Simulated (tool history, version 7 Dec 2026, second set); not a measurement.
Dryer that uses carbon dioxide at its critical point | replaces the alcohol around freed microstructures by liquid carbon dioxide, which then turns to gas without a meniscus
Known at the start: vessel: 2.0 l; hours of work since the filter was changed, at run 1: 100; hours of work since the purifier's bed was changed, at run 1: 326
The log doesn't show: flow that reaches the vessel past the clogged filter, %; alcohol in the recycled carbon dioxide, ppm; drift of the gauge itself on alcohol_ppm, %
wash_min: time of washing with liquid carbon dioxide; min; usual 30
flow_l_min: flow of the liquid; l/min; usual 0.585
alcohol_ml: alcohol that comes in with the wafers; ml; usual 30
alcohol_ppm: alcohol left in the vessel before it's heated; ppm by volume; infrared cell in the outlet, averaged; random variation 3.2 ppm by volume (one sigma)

| run | hour | wash_min | flow_l_min | alcohol_ml | hours of work since the filter was changed | hours of work since the purifier's bed was changed | alcohol_ppm |
|---|---|---|---|---|---|---|---|
| 1 | 0 | 30 | 0.585 | 30 | 100 | 326 | 39 |
| 2 | 12.3 | 38 | 0.585 | 30 | 109 | 335 | 36 |
| 3 | 24.2 | 30 | 0.441 | 30 | 118 | 344 | 79 |
| 4 | 31.1 | 30 | 0.4 | 30 | 124 | 350 | 117 |
| 5 | 39.9 | 30 | 0.4 | 30 | 131 | 356 | 118 |
| 6 | 45.6 | 25 | 0.585 | 30 | 135 | 361 | 59 |
| 7 | 51.4 | 25 | 0.585 | 30 | 139 | 365 | 62 |
| 8 | 62.9 | 30 | 0.585 | 29 | 148 | 374 | 43 |
| 9 | 68.3 | 20 | 0.585 | 30 | 152 | 378 | 137 |
| 10 | 74.3 | 32 | 0.585 | 30 | 157 | 383 | 34 |
| 11 | 83.8 | 30 | 0.585 | 30 | 164 | 390 | 44 |
| 12 | 93.8 | 30 | 0.585 | 89 | 172 | 398 | 61 |
| 13 | 99 | 30 | 0.585 | 89 | 176 | 402 | 62 |
| 14 | 110 | 30 | 0.585 | 89 | 185 | 411 | 58 |
| 15 | 120.9 | 30 | 0.585 | 30 | 193 | 419 | 45 |
| 16 | 127.1 | 30 | 0.585 | 30 | 198 | 424 | 48 |
| 17 | 136.9 | 30 | 0.585 | 30 | 205 | 431 | 47 |
| 18 | 142.5 | 30 | 0.585 | 30 | 210 | 436 | 46 |
| 19 | 152.8 | 30 | 0.585 | 30 | 218 | 444 | 48 |
| 20 | 159.5 | 30 | 0.585 | 30 | 223 | 449 | 46 |
| 21 | 169.5 | 24 | 0.585 | 43 | 231 | 456 | 99 |
| 22 | 179.7 | 21 | 0.585 | 21 | 239 | 464 | 98 |
| 23 | 185.5 | 26 | 0.99 | 20 | 243 | 469 | 43 |
| 24 | 191.5 | 25 | 0.971 | 96 | 248 | 473 | 43 |
| 25 | 203 | 25 | 0.971 | 96 | 257 | 482 | 38 |
| 26 | 210.6 | 22 | 0.798 | 49 | 262 | 488 | 53 |
| 27 | 218.7 | 27 | 0.392 | 27 | 269 | 495 | 211 |
| 28 | 227.4 | 27 | 0.392 | 27 | 275 | 501 | 205 |
| 29 | 236.2 | 27 | 0.392 | 27 | 282 | 508 | 206 |
| 30 | 246.5 | 27 | 0.392 | 27 | 290 | 516 | 207 |
| 31 | 251.8 | 24 | 0.438 | 41 | 294 | 520 | 299 |
| 32 | 260.3 | 30 | 0.807 | 30 | 301 | 527 | 38 |
| 33 | 267.9 | 40 | 0.64 | 28 | 307 | 532 | 43 |
| 34 | 279.1 | 40 | 0.64 | 28 | 315 | 541 | 45 |
| 35 | 290.2 | 40 | 0.64 | 28 | 324 | 550 | 47 |
| 36 | 298.2 | 30 | 0.685 | 30 | 330 | 556 | 42 |
| 37 | 310.3 | 30 | 0.545 | 30 | 339 | 565 | 68 |

5 ways to go on from here, each from the tool as it stands after run 37. What would each give?
| A | 318.9 | 30 | 0.735 | 30 | 346 | 572 | ? |
| B | 318.9 | 30 | 0.585 | 36 | 346 | 572 | ? |
| C | 318.9 | 31 | 0.585 | 62 | 346 | 572 | ? |
| D | 318.9 | 30 | 0.545 | 34 | 346 | 572 | ? |
| E | 318.9 | 27 | 0.833 | 29 | 346 | 572 | ? |

| run | alcohol_ppm |
|---|---|
| A | 52 |
| B | 57 |
| C | 64 |
| D | 72 |
| E | 51 |
Without the tool's hidden state the same runs would have given:
| run | alcohol_ppm |
|---|---|
| A | 9 |
| B | 9 |
| C | 14 |
| D | 22 |
| E | 8 |

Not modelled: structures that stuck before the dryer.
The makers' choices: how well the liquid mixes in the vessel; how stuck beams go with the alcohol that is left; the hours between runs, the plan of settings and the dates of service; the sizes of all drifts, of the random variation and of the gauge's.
